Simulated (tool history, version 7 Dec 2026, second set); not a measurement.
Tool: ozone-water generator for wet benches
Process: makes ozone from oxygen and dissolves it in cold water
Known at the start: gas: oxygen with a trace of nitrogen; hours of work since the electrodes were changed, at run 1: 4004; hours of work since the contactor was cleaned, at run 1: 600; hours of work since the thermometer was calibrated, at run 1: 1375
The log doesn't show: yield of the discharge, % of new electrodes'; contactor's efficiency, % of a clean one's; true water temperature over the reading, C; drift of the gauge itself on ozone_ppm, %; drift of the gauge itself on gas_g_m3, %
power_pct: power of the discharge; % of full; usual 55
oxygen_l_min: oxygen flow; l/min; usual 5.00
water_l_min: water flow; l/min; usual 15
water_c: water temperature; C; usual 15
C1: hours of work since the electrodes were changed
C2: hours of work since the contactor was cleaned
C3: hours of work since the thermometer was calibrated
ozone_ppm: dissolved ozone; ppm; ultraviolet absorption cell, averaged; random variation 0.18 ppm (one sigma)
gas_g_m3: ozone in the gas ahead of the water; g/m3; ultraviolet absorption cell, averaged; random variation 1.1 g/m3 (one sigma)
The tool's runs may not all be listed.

run 1 day=0.000 | power_pct=55 oxygen_l_min=5.00 water_l_min=15 water_c=15 | C1=4004 C2=600 C3=1375 | ozone_ppm=25.3 gas_g_m3=188.8
run 2 day=4.475 | power_pct=55 oxygen_l_min=5.00 water_l_min=12 water_c=15 | C1=4092 C2=689 C3=1464 | ozone_ppm=29.4 gas_g_m3=189.0
run 3 day=11.917 | power_pct=55 oxygen_l_min=5.00 water_l_min=12 water_c=15 | C1=4239 C2=836 C3=1611 | ozone_ppm=29.4 gas_g_m3=191.0
run 4 day=20.121 | power_pct=55 oxygen_l_min=5.00 water_l_min=12 water_c=15 | C1=4401 C2=998 C3=1773 | ozone_ppm=29.2 gas_g_m3=189.6
run 5 day=24.800 | power_pct=96 oxygen_l_min=5.00 water_l_min=15 water_c=15 | C1=4494 C2=1091 C3=1866 | ozone_ppm=41.2 gas_g_m3=307.6
run 6 day=32.762 | power_pct=96 oxygen_l_min=5.00 water_l_min=15 water_c=15 | C1=4652 C2=1248 C3=2023 | ozone_ppm=40.7 gas_g_m3=308.4
run 7 day=40.804 | power_pct=96 oxygen_l_min=5.00 water_l_min=15 water_c=15 | C1=4811 C2=1407 C3=2182 | ozone_ppm=41.3 gas_g_m3=310.2
run 8 day=45.950 | power_pct=96 oxygen_l_min=5.00 water_l_min=15 water_c=15 | C1=4912 C2=1509 C3=2284 | ozone_ppm=41.8 gas_g_m3=310.6
run 9 day=51.950 | power_pct=99 oxygen_l_min=5.00 water_l_min=15 water_c=15 | C1=5031 C2=1628 C3=2403 | ozone_ppm=41.9 gas_g_m3=317.7
run 10 day=55.538 | power_pct=55 oxygen_l_min=5.00 water_l_min=15 water_c=15 | C1=5102 C2=1699 C3=2473 | ozone_ppm=25.2 gas_g_m3=190.9
run 11 day=62.575 | power_pct=55 oxygen_l_min=3.69 water_l_min=15 water_c=15 | C1=5241 C2=1838 C3=2613 | ozone_ppm=24.5 gas_g_m3=219.6
run 12 day=67.412 | power_pct=55 oxygen_l_min=3.69 water_l_min=15 water_c=15 | C1=5337 C2=1933 C3=2708 | ozone_ppm=24.9 gas_g_m3=219.0
-- day=70.467 water thermometer calibrated
run 13 day=74.579 | power_pct=55 oxygen_l_min=3.69 water_l_min=15 water_c=15 | C1=5478 C2=2075 C3=81 | ozone_ppm=24.6 gas_g_m3=220.0
run 14 day=82.296 | power_pct=91 oxygen_l_min=5.00 water_l_min=15 water_c=15 | C1=5631 C2=2227 C3=234 | ozone_ppm=39.6 gas_g_m3=294.5
run 15 day=90.008 | power_pct=55 oxygen_l_min=5.00 water_l_min=15 water_c=15 | C1=5783 C2=2380 C3=386 | ozone_ppm=25.1 gas_g_m3=191.4
run 16 day=93.829 | power_pct=55 oxygen_l_min=5.00 water_l_min=15 water_c=15 | C1=5859 C2=2455 C3=462 | ozone_ppm=25.4 gas_g_m3=191.3
run 17 day=101.312 | power_pct=55 oxygen_l_min=5.00 water_l_min=15 water_c=15 | C1=6007 C2=2603 C3=610 | ozone_ppm=25.1 gas_g_m3=192.3
run 18 day=106.650 | power_pct=84 oxygen_l_min=2.64 water_l_min=15 water_c=8 | C1=6112 C2=2709 C3=716 | ozone_ppm=35.8 gas_g_m3=372.8
run 19 day=111.946 | power_pct=84 oxygen_l_min=2.64 water_l_min=15 water_c=8 | C1=6217 C2=2814 C3=820 | ozone_ppm=35.7 gas_g_m3=370.8
run 20 day=117.300 | power_pct=74 oxygen_l_min=5.00 water_l_min=13 water_c=15 | C1=6323 C2=2919 C3=926 | ozone_ppm=36.1 gas_g_m3=251.3
run 21 day=121.329 | power_pct=55 oxygen_l_min=5.09 water_l_min=15 water_c=12 | C1=6403 C2=2999 C3=1006 | ozone_ppm=26.4 gas_g_m3=192.0
run 22 day=126.696 | power_pct=55 oxygen_l_min=5.00 water_l_min=10 water_c=9 | C1=6509 C2=3105 C3=1112 | ozone_ppm=36.7 gas_g_m3=193.7
run 23 day=133.954 | power_pct=55 oxygen_l_min=5.00 water_l_min=10 water_c=9 | C1=6652 C2=3249 C3=1255 | ozone_ppm=36.7 gas_g_m3=193.4
run 24 day=140.525 | power_pct=55 oxygen_l_min=5.00 water_l_min=13 water_c=15 | C1=6782 C2=3379 C3=1385 | ozone_ppm=28.3 gas_g_m3=194.3
run 25 day=146.771 | power_pct=56 oxygen_l_min=5.00 water_l_min=15 water_c=15 | C1=6906 C2=3502 C3=1509 | ozone_ppm=25.7 gas_g_m3=197.7
-- day=152.625 gauge calibrated
run 26 day=152.625 | power_pct=68 oxygen_l_min=5.00 water_l_min=15 water_c=21 | C1=7021 C2=3618 C3=1625 | ozone_ppm=27.7 gas_g_m3=229.4
run 27 day=156.062 | power_pct=47 oxygen_l_min=2.51 water_l_min=10 water_c=21 | C1=7089 C2=3686 C3=1693 | ozone_ppm=25.3 gas_g_m3=225.2
run 28 day=162.592 | power_pct=89 oxygen_l_min=8.98 water_l_min=20 water_c=15 | C1=7219 C2=3815 C3=1822 | ozone_ppm=32.4 gas_g_m3=218.5
run 29 day=169.258 | power_pct=40 oxygen_l_min=2.61 water_l_min=21 water_c=13 | C1=7350 C2=3947 C3=1954 | ozone_ppm=12.8 gas_g_m3=192.3
-- day=170.079 contactor cleaned
run 30 day=173.975 | power_pct=55 oxygen_l_min=4.83 water_l_min=15 water_c=21 | C1=7440 C2=77 C3=2044 | ozone_ppm=23.2 gas_g_m3=191.7
run 31 day=182.112 | power_pct=43 oxygen_l_min=5.00 water_l_min=21 water_c=15 | C1=7601 C2=238 C3=2205 | ozone_ppm=15.7 gas_g_m3=153.3
run 32 day=186.796 | power_pct=60 oxygen_l_min=5.00 water_l_min=22 water_c=15 | C1=7694 C2=331 C3=2297 | ozone_ppm=20.2 gas_g_m3=203.8
run 33 day=192.542 | power_pct=60 oxygen_l_min=5.00 water_l_min=22 water_c=15 | C1=7808 C2=444 C3=2411 | ozone_ppm=19.9 gas_g_m3=205.2

Hidden state at the last listed run before each entry between runs and at the first one after, where it differs:
Between runs 12 and 13: water thermometer calibrated (day 70.467)
  drift of the gauge itself on gas_g_m3, %: 1.29 -> 1.43
  measured less the result without the state, gas_g_m3: +2.6 -> +2.8 g/m3
Between runs 25 and 26: gauge calibrated (day 152.625)
  drift of the gauge itself on gas_g_m3, %: 2.81 -> 0
  measured less the result without the state, gas_g_m3: +5.1 -> -0.5 g/m3
Between runs 29 and 30: contactor cleaned (day 170.079)
  contactor's efficiency, % of a clean one's: 99.8 -> 100; drift of the gauge itself on gas_g_m3, %: 0.32 -> 0.41
  measured less the result without the state, gas_g_m3: +0.4 -> +0.5 g/m3

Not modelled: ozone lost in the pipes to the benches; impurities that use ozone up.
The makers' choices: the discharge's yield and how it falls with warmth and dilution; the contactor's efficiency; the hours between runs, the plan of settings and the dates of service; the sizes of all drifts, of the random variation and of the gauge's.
